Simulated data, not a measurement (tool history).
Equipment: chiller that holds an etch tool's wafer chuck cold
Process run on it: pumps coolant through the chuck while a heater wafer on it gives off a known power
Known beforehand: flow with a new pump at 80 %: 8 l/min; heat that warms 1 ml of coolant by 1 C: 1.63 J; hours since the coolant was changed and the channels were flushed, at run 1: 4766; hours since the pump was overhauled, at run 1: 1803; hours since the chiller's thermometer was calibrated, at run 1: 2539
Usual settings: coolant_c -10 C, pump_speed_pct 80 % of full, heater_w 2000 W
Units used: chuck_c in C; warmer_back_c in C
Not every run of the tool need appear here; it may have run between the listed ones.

| run | hour | coolant_c | pump_speed_pct | heater_w | hours since the coolant was changed and the channels were flushed | hours since the pump was overhauled | hours since the chiller's thermometer was calibrated | chuck_c | warmer_back_c |
|---|---|---|---|---|---|---|---|---|---|
| 1 | 0.0 | -10 | 80 | 2000 | 4766 | 1803 | 2539 | 6.1 | 9.23 |
| 2 | 23.9 | -10 | 80 | 2000 | 4789 | 1827 | 2563 | 6.2 | 9.20 |
| 3 | 68.7 | -10 | 80 | 2462 | 4834 | 1872 | 2607 | 10.0 | 11.34 |
| 4 | 100.3 | -10 | 80 | 2462 | 4866 | 1903 | 2639 | 9.9 | 11.38 |
| 5 | 134.2 | -10 | 72 | 2000 | 4900 | 1937 | 2673 | 7.4 | 10.18 |
| 6 | 174.6 | -5 | 72 | 2000 | 4940 | 1977 | 2713 | 12.5 | 10.20 |
| 7 | 219.1 | -10 | 96 | 2000 | 4985 | 2022 | 2758 | 4.1 | 7.78 |
| 8 | 247.2 | -10 | 96 | 2000 | 5013 | 2050 | 2786 | 4.1 | 7.85 |
| 9 | 289.4 | -10 | 96 | 2000 | 5055 | 2092 | 2828 | 4.2 | 7.82 |
| 10 | 327.0 | -18 | 80 | 2000 | 5093 | 2130 | 2866 | -1.7 | 9.30 |
| 11 | 347.1 | -18 | 80 | 2000 | 5113 | 2150 | 2886 | -1.7 | 9.25 |
| 12 | 376.8 | -18 | 80 | 2000 | 5142 | 2180 | 2915 | -1.8 | 9.25 |
| 13 | 403.7 | -10 | 80 | 1565 | 5169 | 2207 | 2942 | 2.7 | 7.30 |
| 14 | 427.2 | -6 | 80 | 2000 | 5193 | 2230 | 2966 | 10.2 | 9.42 |
| 15 | 472.2 | -10 | 80 | 1099 | 5238 | 2275 | 3011 | -1.2 | 5.16 |
| 16 | 492.9 | -10 | 75 | 1099 | 5258 | 2296 | 3032 | -0.7 | 5.52 |
| 17 | 513.0 | -3 | 64 | 1079 | 5279 | 2316 | 3052 | 7.3 | 6.26 |
| 18 | 543.0 | -3 | 64 | 1079 | 5309 | 2346 | 3082 | 7.4 | 6.32 |

Run 19 is up next; what results do you expect?
| 19 | 578.8 | -1 | 68 | 2000 | 5344 | 2382 | 3117 | ? | ? |

Run 19 yielded chuck_c 17.4 C, warmer_back_c 10.97 C.
Had the tool carried no hidden state, the very same run would have given chuck_c 17.4 C, warmer_back_c 10.79 C.
